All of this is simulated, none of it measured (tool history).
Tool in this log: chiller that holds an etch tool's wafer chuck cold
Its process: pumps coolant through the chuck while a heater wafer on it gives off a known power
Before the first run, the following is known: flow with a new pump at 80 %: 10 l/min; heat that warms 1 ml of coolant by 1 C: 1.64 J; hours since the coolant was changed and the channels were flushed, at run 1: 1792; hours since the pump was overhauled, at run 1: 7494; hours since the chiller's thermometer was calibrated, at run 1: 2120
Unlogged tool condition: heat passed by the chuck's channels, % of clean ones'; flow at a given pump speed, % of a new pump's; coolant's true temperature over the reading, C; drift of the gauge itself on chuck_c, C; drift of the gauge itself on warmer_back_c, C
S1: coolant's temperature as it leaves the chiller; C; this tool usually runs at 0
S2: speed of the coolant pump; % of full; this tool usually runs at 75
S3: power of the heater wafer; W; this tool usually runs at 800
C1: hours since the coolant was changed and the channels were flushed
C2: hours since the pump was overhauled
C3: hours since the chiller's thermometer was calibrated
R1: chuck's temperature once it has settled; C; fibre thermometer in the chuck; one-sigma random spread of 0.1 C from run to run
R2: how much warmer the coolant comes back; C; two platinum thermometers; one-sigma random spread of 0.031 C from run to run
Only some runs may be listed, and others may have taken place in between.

{"run": 1, "day": 0.0, "S1": 0, "S2": 75, "S3": 800, "C1": 1792, "C2": 7494, "C3": 2120, "R1": 8.2, "R2": 3.46}
{"day": 1.917, "done": "chiller's thermometer calibrated"}
{"run": 2, "day": 4.267, "S1": 0, "S2": 68, "S3": 800, "C1": 1893, "C2": 7596, "C3": 56, "R1": 9.5, "R2": 3.9}
{"run": 3, "day": 9.296, "S1": 5, "S2": 75, "S3": 800, "C1": 2014, "C2": 7716, "C3": 177, "R1": 13.5, "R2": 3.5}
{"run": 4, "day": 16.442, "S1": 5, "S2": 75, "S3": 800, "C1": 2185, "C2": 7888, "C3": 349, "R1": 13.5, "R2": 3.49}
{"run": 5, "day": 23.071, "S1": 5, "S2": 75, "S3": 800, "C1": 2345, "C2": 8047, "C3": 508, "R1": 13.5, "R2": 3.5}
{"run": 6, "day": 30.367, "S1": 5, "S2": 75, "S3": 800, "C1": 2520, "C2": 8222, "C3": 683, "R1": 13.6, "R2": 3.59}
{"day": 31.196, "done": "chiller's thermometer calibrated, once more"}
{"run": 7, "day": 39.033, "S1": 5, "S2": 75, "S3": 800, "C1": 2727, "C2": 8429, "C3": 188, "R1": 13.4, "R2": 3.59}

Forecast run 8:
{"run": 8, "day": 47.671, "S1": 0, "S2": 75, "S3": 619, "C1": 2934, "C2": 8636, "C3": 395, "R1": "?", "R2": "?"}

R1: 6.5 C
R2: 2.67 C
With no hidden state in the tool, this same run would have given R1 5.6 C, R2 2.36 C.

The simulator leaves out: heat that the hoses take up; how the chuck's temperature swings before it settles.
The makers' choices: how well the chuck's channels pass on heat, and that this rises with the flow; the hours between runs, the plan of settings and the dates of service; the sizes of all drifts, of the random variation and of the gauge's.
